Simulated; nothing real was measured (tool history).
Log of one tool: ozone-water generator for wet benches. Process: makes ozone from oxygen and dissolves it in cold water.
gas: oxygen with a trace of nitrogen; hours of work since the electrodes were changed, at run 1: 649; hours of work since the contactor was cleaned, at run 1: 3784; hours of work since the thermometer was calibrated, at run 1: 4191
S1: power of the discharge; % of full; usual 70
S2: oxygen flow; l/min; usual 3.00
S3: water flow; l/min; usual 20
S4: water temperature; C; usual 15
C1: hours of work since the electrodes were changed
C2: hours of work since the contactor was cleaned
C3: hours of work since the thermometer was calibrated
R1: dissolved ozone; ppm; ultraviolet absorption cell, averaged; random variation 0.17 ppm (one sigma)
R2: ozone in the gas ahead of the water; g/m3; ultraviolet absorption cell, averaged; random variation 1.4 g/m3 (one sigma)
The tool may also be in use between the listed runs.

run,day,S1,S2,S3,S4,C1,C2,C3,R1,R2
1,0.000,70,3.00,20,15,649,3784,4191,21.8,257.3
2,0.817,70,3.00,20,15,665,3801,4208,21.8,256.9
3,1.517,70,3.00,20,15,680,3815,4223,21.9,256.1
4,2.371,70,3.00,20,15,697,3833,4240,21.7,254.3
5,3.521,70,3.00,20,15,721,3857,4264,21.7,255.6
6,4.638,46,3.00,20,15,744,3879,4287,15.3,177.2
7,5.812,46,3.00,22,15,768,3904,4311,13.5,175.1
8,7.158,46,3.00,22,15,796,3931,4339,13.6,177.6
9,8.250,46,3.00,22,15,818,3954,4361,13.6,175.2
10,8.883,70,3.00,20,15,831,3967,4374,21.5,253.8
# day 9.125: contactor cleaned
11,10.146,70,3.00,20,15,854,21,4397,21.6,255.3
12,11.225,70,3.00,20,15,876,43,4419,21.6,253.0
13,12.179,70,3.00,20,15,895,63,4438,21.4,254.9
14,12.758,70,3.00,20,15,907,75,4450,21.4,254.8
15,13.762,47,3.00,20,8,928,95,4471,16.2,178.9
# day 14.246: contactor cleaned, once more
16,14.792,47,4.26,13,8,946,11,4489,25.9,149.5
17,15.667,89,2.90,15,15,964,29,4506,35.6,316.3
18,16.321,70,2.12,20,22,977,43,4520,19.3,302.7
19,17.412,70,2.12,20,22,1000,65,4542,19.2,299.4
20,18.408,70,2.12,20,22,1020,86,4563,19.5,301.3
21,19.675,70,2.12,20,22,1046,112,4589,19.6,301.2
22,20.646,70,2.12,20,16,1066,131,4609,20.1,299.2
23,21.388,55,3.00,13,8,1081,147,4624,28.3,203.2

4 ways to go on from here, each from the tool as it stands after run 23. What would each give?
A,22.238,70,4.76,17,7,1099,164,4641,?,?
B,22.238,70,3.00,18,12,1099,164,4641,?,?
C,22.238,52,1.60,20,17,1099,164,4641,?,?
D,22.238,73,1.62,27,15,1099,164,4641,?,?

run,R1,R2
A,30.4,201.1
B,25.3,252.7
C,14.4,268.0
D,14.5,358.1
Without the tool's hidden state the same runs would have given:
run,R1,R2
A,31.4,206.5
B,26.0,259.4
C,14.8,273.2
D,14.9,368.1
